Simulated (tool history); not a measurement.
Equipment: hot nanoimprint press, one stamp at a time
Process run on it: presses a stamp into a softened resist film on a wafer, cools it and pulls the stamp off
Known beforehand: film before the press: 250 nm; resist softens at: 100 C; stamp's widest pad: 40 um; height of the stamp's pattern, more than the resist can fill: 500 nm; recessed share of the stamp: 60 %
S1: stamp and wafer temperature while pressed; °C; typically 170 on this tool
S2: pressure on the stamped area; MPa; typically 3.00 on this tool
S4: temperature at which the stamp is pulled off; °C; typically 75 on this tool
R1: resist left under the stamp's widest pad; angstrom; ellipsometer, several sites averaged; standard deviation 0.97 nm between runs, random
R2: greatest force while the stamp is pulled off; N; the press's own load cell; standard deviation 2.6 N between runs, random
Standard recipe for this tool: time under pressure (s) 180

run 1 day=0.000 | S1=170 S2=3.00 time_under_pressure_(s)=180 S4=75 | R1=1481 R2=140
run 2 day=1.312 | S1=170 S2=3.00 time_under_pressure_(s)=180 S4=75 | R1=1481 R2=148
run 3 day=1.979 | S1=170 S2=3.00 time_under_pressure_(s)=281 S4=75 | R1=1288 R2=144
run 4 day=3.338 | S1=170 S2=3.00 time_under_pressure_(s)=281 S4=75 | R1=1310 R2=148
run 5 day=4.712 | S1=170 S2=3.00 time_under_pressure_(s)=180 S4=68 | R1=1519 R2=173
-- day=5.758 stamp cleaned and given a new release coat
-- day=6.392 plate thermocouple calibrated
run 6 day=6.533 | S1=170 S2=3.00 time_under_pressure_(s)=180 S4=75 | R1=1393 R2=120
run 7 day=7.454 | S1=170 S2=3.00 time_under_pressure_(s)=180 S4=75 | R1=1399 R2=124
run 8 day=8.242 | S1=170 S2=2.40 time_under_pressure_(s)=180 S4=75 | R1=1532 R2=130
run 9 day=9.542 | S1=170 S2=2.40 time_under_pressure_(s)=180 S4=75 | R1=1529 R2=135
run 10 day=10.642 | S1=170 S2=2.40 time_under_pressure_(s)=180 S4=75 | R1=1517 R2=133
run 11 day=11.688 | S1=170 S2=2.40 time_under_pressure_(s)=180 S4=75 | R1=1524 R2=133
run 12 day=12.429 | S1=170 S2=2.40 time_under_pressure_(s)=180 S4=75 | R1=1510 R2=140
run 13 day=13.350 | S1=169 S2=3.00 time_under_pressure_(s)=180 S4=75 | R1=1478 R2=139
run 14 day=14.604 | S1=169 S2=3.00 time_under_pressure_(s)=180 S4=75 | R1=1493 R2=147
run 15 day=15.471 | S1=170 S2=3.00 time_under_pressure_(s)=180 S4=71 | R1=1420 R2=162
run 16 day=16.562 | S1=170 S2=3.00 time_under_pressure_(s)=277 S4=71 | R1=1240 R2=162
-- day=17.154 stamp cleaned and given a new release coat
run 17 day=18.133 | S1=170 S2=3.00 time_under_pressure_(s)=277 S4=71 | R1=1252 R2=128
run 18 day=19.221 | S1=170 S2=2.02 time_under_pressure_(s)=180 S4=82 | R1=1639 R2=112
run 19 day=20.192 | S1=159 S2=2.92 time_under_pressure_(s)=180 S4=75 | R1=2072 R2=127
run 20 day=20.879 | S1=159 S2=2.92 time_under_pressure_(s)=180 S4=75 | R1=2097 R2=132
run 21 day=21.792 | S1=162 S2=4.25 time_under_pressure_(s)=215 S4=73 | R1=1698 R2=138
run 22 day=22.558 | S1=162 S2=4.25 time_under_pressure_(s)=215 S4=73 | R1=1696 R2=140
run 23 day=23.592 | S1=162 S2=4.25 time_under_pressure_(s)=215 S4=73 | R1=1722 R2=146
run 24 day=24.575 | S1=162 S2=4.25 time_under_pressure_(s)=215 S4=73 | R1=1701 R2=149
run 25 day=25.679 | S1=162 S2=2.47 time_under_pressure_(s)=174 S4=73 | R1=2056 R2=148
run 26 day=26.621 | S1=162 S2=2.47 time_under_pressure_(s)=174 S4=73 | R1=2024 R2=155
run 27 day=27.329 | S1=162 S2=2.47 time_under_pressure_(s)=174 S4=73 | R1=2026 R2=159
-- day=28.488 stamp cleaned and given a new release coat
run 28 day=29.046 | S1=164 S2=2.47 time_under_pressure_(s)=174 S4=73 | R1=1929 R2=125
run 29 day=29.704 | S1=164 S2=2.47 time_under_pressure_(s)=174 S4=73 | R1=1936 R2=130
-- day=30.821 press's hydraulic seals changed and the load cell set to zero
run 30 day=31.192 | S1=173 S2=4.50 time_under_pressure_(s)=180 S4=75 | R1=1078 R2=124

Below are 4 alternative next runs, each starting from the tool's condition after run 30. Predict each:
run A day=32.458 | S1=160 S2=3.31 time_under_pressure_(s)=220 S4=75 | R1=? R2=?
run B day=32.458 | S1=181 S2=4.50 time_under_pressure_(s)=170 S4=79 | R1=? R2=?
run C day=32.458 | S1=173 S2=4.50 time_under_pressure_(s)=180 S4=67 | R1=? R2=?
run D day=32.458 | S1=173 S2=2.20 time_under_pressure_(s)=288 S4=75 | R1=? R2=?

run=A R1=1920 R2=132
run=B R1=768 R2=123
run=C R1=1090 R2=148
run=D R1=1234 R2=128
Had the tool no hidden state, the same runs would have come out as:
run=A R1=1838 R2=118
run=B R1=720 R2=110
run=C R1=1021 R2=132
run=D R1=1161 R2=114
